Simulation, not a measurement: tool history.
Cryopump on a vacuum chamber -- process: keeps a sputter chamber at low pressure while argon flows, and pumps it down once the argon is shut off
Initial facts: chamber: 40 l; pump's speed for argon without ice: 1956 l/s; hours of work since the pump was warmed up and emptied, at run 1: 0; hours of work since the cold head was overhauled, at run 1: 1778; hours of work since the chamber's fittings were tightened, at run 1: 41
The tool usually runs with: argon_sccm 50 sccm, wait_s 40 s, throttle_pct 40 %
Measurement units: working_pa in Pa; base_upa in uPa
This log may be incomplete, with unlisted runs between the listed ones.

run	day	argon_sccm	wait_s	throttle_pct	hours of work since the pump was warmed up and emptied	hours of work since the cold head was overhauled	hours of work since the chamber's fittings were tightened	working_pa	base_upa
1	0.000	50	40	40	0	1778	41	0.1086	1.53
2	4.712	50	40	40	77	1855	118	0.1111	1.62
3	7.158	69	40	40	117	1895	158	0.1560	1.63
4	10.704	69	40	40	175	1953	216	0.1598	1.65
5	14.925	69	40	40	244	2022	285	0.1658	1.85
6	19.379	50	74	40	317	2095	358	0.1240	1.33
7	21.692	50	74	40	355	2133	396	0.1278	1.37
# day 24.333: pump warmed up, emptied and cooled again
8	25.700	50	74	16	22	2195	458	0.2714	1.26
9	28.579	50	74	16	69	2242	505	0.2742	1.33
10	32.250	50	74	16	130	2302	565	0.2765	1.36
11	35.696	50	74	16	186	2358	621	0.2771	1.49
12	40.033	50	74	16	257	2429	692	0.2839	1.66
13	44.583	50	74	16	331	2504	767	0.2852	1.81
# day 48.738: pump warmed up, emptied and cooled again
14	49.288	50	116	40	9	2577	840	0.1095	1.31
15	53.188	21	101	59	73	2641	904	0.0321	1.48
16	56.446	22	40	15	126	2694	957	0.1289	2.31
17	60.550	22	40	15	193	2761	1025	0.1300	2.45
18	64.833	22	149	40	263	2832	1095	0.0549	1.65
19	67.871	22	149	40	313	2881	1144	0.0550	1.82
20	70.729	33	49	16	360	2928	1191	0.1923	2.65
# day 73.033: pump warmed up, emptied and cooled again
21	74.396	56	102	22	22	2985	1248	0.2237	1.68
22	76.425	21	113	16	55	3018	1281	0.1145	1.72
23	79.446	48	68	19	105	3067	1330	0.2248	2.12
24	84.183	91	40	41	182	3145	1408	0.2068	2.81
25	87.817	91	40	41	242	3204	1467	0.2127	3.00
26	90.383	25	40	50	284	3246	1509	0.0493	3.07
27	94.762	25	40	50	355	3318	1581	0.0519	3.26
# day 97.383: pump warmed up, emptied and cooled again
28	97.383	98	97	23	0	3357	1620	0.3747	2.02

Below are 3 alternative next runs, each starting from the tool's condition after run 28. Predict each:
A	101.954	84	88	40	75	3432	1695	?	?
B	101.954	52	97	15	75	3432	1695	?	?
C	101.954	98	97	19	75	3432	1695	?	?

run	working_pa	base_upa
A	0.1883	2.18
B	0.3052	2.20
C	0.4516	2.10
Stripped of hidden state, with their random variation kept, the same runs would have yielded:
run	working_pa	base_upa
A	0.1813	0.73
B	0.3009	0.72
C	0.4435	0.69

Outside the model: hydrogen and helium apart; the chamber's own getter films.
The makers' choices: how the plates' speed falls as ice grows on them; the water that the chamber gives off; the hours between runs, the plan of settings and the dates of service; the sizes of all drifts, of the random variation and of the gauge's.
